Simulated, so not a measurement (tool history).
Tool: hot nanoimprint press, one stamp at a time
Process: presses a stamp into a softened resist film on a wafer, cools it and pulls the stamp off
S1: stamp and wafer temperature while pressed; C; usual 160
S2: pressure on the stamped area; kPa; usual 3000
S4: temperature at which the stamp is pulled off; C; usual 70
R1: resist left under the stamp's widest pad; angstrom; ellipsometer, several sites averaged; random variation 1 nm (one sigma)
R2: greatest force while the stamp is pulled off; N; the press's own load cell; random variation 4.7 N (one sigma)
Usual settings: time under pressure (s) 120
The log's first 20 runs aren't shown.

At hour 1259.6: plate thermocouple calibrated.
At hour 1267.6: press's hydraulic seals changed and the load cell set to zero.
Run 21, hour 1293.1: usual settings but S2 4280 kPa. Result: R1 1250 angstrom, R2 261 N.
Run 22, hour 1343.0: usual settings but S1 148 C, S2 1870 kPa, time under pressure (s) 74, S4 63 C. Result: R1 2792 angstrom, R2 305 N.
Run 23, hour 1394.0: usual settings but S2 3440 kPa, time under pressure (s) 150. Result: R1 1286 angstrom, R2 264 N.
Run 24, hour 1458.8: usual settings but S1 156 C, S4 71 C. Result: R1 1766 angstrom, R2 268 N.
Run 25, hour 1536.2: usual settings but S1 170 C, time under pressure (s) 234. Result: R1 732 angstrom, R2 268 N.
Run 26, hour 1569.3: usual settings but S1 152 C, S2 2830 kPa, S4 76 C. Result: R1 2112 angstrom, R2 245 N.
Run 27, hour 1613.0: usual settings but S4 57 C. Result: R1 1467 angstrom, R2 376 N.
Run 28, hour 1681.0: usual settings but S2 2000 kPa, time under pressure (s) 148, S4 57 C. Result: R1 1676 angstrom, R2 375 N.
Run 29, hour 1752.1: usual settings but S2 2000 kPa, time under pressure (s) 148, S4 57 C. Result: R1 1658 angstrom, R2 398 N.
Run 30, hour 1829.4: usual settings but time under pressure (s) 69. Result: R1 1719 angstrom, R2 306 N.

Forecast each of these 3 alternatives for the next run:
At hour 1889.8: stamp cleaned and given a new release coat.
Run A, hour 1891.8: usual settings but S2 4770 kPa, time under pressure (s) 67. Result: R1 ?, R2 ?.
At hour 1889.8: stamp cleaned and given a new release coat.
Run B, hour 1891.8: usual settings but S1 157 C, time under pressure (s) 117, S4 69 C. Result: R1 ?, R2 ?.
At hour 1889.8: stamp cleaned and given a new release coat.
Run C, hour 1891.8: usual settings but S2 2480 kPa, time under pressure (s) 69, S4 74 C. Result: R1 ?, R2 ?.

run    R1   R2
  A  1363  213
  B  1642  233
  C  1868  200
Without the tool's hidden state the same runs would have given:
run    R1   R2
  A  1432  221
  B  1738  241
  C  1965  208

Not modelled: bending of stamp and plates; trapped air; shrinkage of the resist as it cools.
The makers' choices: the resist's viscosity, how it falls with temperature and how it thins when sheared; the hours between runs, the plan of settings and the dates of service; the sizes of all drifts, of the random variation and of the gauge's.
